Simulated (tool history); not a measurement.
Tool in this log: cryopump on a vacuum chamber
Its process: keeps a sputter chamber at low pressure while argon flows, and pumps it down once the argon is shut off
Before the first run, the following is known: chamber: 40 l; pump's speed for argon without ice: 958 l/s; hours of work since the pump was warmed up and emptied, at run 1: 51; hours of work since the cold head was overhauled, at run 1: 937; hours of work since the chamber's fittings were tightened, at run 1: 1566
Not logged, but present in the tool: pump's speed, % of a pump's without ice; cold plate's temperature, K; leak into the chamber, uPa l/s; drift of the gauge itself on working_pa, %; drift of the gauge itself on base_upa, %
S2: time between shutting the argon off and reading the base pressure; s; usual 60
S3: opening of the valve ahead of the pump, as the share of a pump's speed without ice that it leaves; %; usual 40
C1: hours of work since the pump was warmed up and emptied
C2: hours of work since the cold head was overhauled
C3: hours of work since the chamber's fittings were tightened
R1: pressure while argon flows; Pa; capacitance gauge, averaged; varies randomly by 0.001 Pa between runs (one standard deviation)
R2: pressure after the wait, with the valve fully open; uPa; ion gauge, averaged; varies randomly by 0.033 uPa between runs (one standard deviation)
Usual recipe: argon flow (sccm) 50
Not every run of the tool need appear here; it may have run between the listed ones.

run 1 hour=0 | argon_flow_(sccm)=50 S2=60 S3=40 | C1=51 C2=937 C3=1566 | R1=0.2237 R2=2.89
run 2 hour=49 | argon_flow_(sccm)=50 S2=60 S3=21 | C1=83 C2=968 C3=1597 | R1=0.4246 R2=2.9
run 3 hour=78.5 | argon_flow_(sccm)=50 S2=60 S3=21 | C1=101 C2=987 C3=1616 | R1=0.4253 R2=2.88
run 4 hour=122.9 | argon_flow_(sccm)=50 S2=60 S3=21 | C1=130 C2=1015 C3=1645 | R1=0.4253 R2=2.87
run 5 hour=149.6 | argon_flow_(sccm)=50 S2=60 S3=21 | C1=147 C2=1032 C3=1662 | R1=0.4243 R2=2.93
run 6 hour=206.6 | argon_flow_(sccm)=50 S2=60 S3=21 | C1=183 C2=1069 C3=1698 | R1=0.429 R2=3.02
run 7 hour=252.3 | argon_flow_(sccm)=50 S2=25 S3=21 | C1=212 C2=1098 C3=1727 | R1=0.4299 R2=5.13
run 8 hour=309.8 | argon_flow_(sccm)=50 S2=25 S3=21 | C1=249 C2=1134 C3=1764 | R1=0.4322 R2=5.13
run 9 hour=348.2 | argon_flow_(sccm)=50 S2=25 S3=21 | C1=273 C2=1159 C3=1788 | R1=0.4309 R2=5.06
run 10 hour=397 | argon_flow_(sccm)=50 S2=25 S3=21 | C1=304 C2=1190 C3=1819 | R1=0.4287 R2=5.05
run 11 hour=434.8 | argon_flow_(sccm)=50 S2=25 S3=21 | C1=328 C2=1214 C3=1843 | R1=0.4337 R2=5.23
run 12 hour=485.8 | argon_flow_(sccm)=50 S2=25 S3=21 | C1=361 C2=1246 C3=1876 | R1=0.4286 R2=5.25
run 13 hour=525.8 | argon_flow_(sccm)=50 S2=25 S3=21 | C1=386 C2=1272 C3=1901 | R1=0.4341 R2=5.32
run 14 hour=560.5 | argon_flow_(sccm)=50 S2=63 S3=21 | C1=408 C2=1294 C3=1923 | R1=0.4327 R2=3.15
run 15 hour=604.7 | argon_flow_(sccm)=50 S2=60 S3=40 | C1=436 C2=1322 C3=1951 | R1=0.2374 R2=3.33
run 16 hour=649.5 | argon_flow_(sccm)=50 S2=60 S3=40 | C1=465 C2=1351 C3=1980 | R1=0.2374 R2=3.39
run 17 hour=687.4 | argon_flow_(sccm)=50 S2=192 S3=40 | C1=489 C2=1375 C3=2004 | R1=0.2381 R2=2.48
run 18 hour=743.6 | argon_flow_(sccm)=29 S2=60 S3=40 | C1=525 C2=1411 C3=2040 | R1=0.1389 R2=3.39
run 19 hour=774.3 | argon_flow_(sccm)=54 S2=60 S3=43 | C1=544 C2=1430 C3=2059 | R1=0.2432 R2=3.58
run 20 hour=811.1 | argon_flow_(sccm)=99 S2=116 S3=33 | C1=568 C2=1454 C3=2083 | R1=0.5691 R2=2.88
run 21 hour=841 | argon_flow_(sccm)=99 S2=116 S3=33 | C1=587 C2=1473 C3=2102 | R1=0.5699 R2=2.85
run 22 hour=886.4 | argon_flow_(sccm)=99 S2=116 S3=33 | C1=616 C2=1501 C3=2131 | R1=0.5786 R2=2.91
run 23 hour=938.6 | argon_flow_(sccm)=99 S2=116 S3=33 | C1=649 C2=1535 C3=2164 | R1=0.5783 R2=3
run 24 hour=997.2 | argon_flow_(sccm)=30 S2=20 S3=56 | C1=686 C2=1572 C3=2201 | R1=0.1104 R2=6.57
run 25 hour=1044.1 | argon_flow_(sccm)=30 S2=20 S3=56 | C1=716 C2=1602 C3=2231 | R1=0.1117 R2=6.78
run 26 hour=1083.1 | argon_flow_(sccm)=30 S2=20 S3=56 | C1=741 C2=1627 C3=2256 | R1=0.1119 R2=6.78
run 27 hour=1141.8 | argon_flow_(sccm)=63 S2=43 S3=19 | C1=778 C2=1664 C3=2293 | R1=0.6283 R2=4.46
run 28 hour=1178 | argon_flow_(sccm)=63 S2=43 S3=19 | C1=801 C2=1687 C3=2316 | R1=0.6246 R2=4.4
run 29 hour=1215.9 | argon_flow_(sccm)=26 S2=23 S3=20 | C1=825 C2=1711 C3=2340 | R1=0.2455 R2=6.27
run 30 hour=1259.2 | argon_flow_(sccm)=26 S2=35 S3=20 | C1=853 C2=1739 C3=2368 | R1=0.2494 R2=5.05
-- hour=1273.3 pump warmed up, emptied and cooled again
run 31 hour=1324.2 | argon_flow_(sccm)=50 S2=295 S3=40 | C1=32 C2=1777 C3=2406 | R1=0.2227 R2=2.3
run 32 hour=1371.6 | argon_flow_(sccm)=21 S2=107 S3=35 | C1=63 C2=1807 C3=2436 | R1=0.1071 R2=2.83
run 33 hour=1408.3 | argon_flow_(sccm)=50 S2=60 S3=19 | C1=86 C2=1830 C3=2460 | R1=0.4717 R2=3.55
run 34 hour=1455.9 | argon_flow_(sccm)=50 S2=60 S3=23 | C1=116 C2=1861 C3=2490 | R1=0.3869 R2=3.51

For each entry between runs, how does the tool's hidden state at the last listed run before it compare with that at the first listed run after it?
In the gap between runs 30 and 31: pump warmed up, emptied and cooled again (hour 1273.3)
  pump's speed, % of a pump's without ice: 73.6 -> 98.6; cold plate's temperature, K: 13.12 -> 13.14; leak into the chamber, uPa l/s: 1794 -> 1817
  measured less the result without the state, R1: +0.0179 -> +0.0033 Pa; R2: +2.27 -> +1.67 uPa
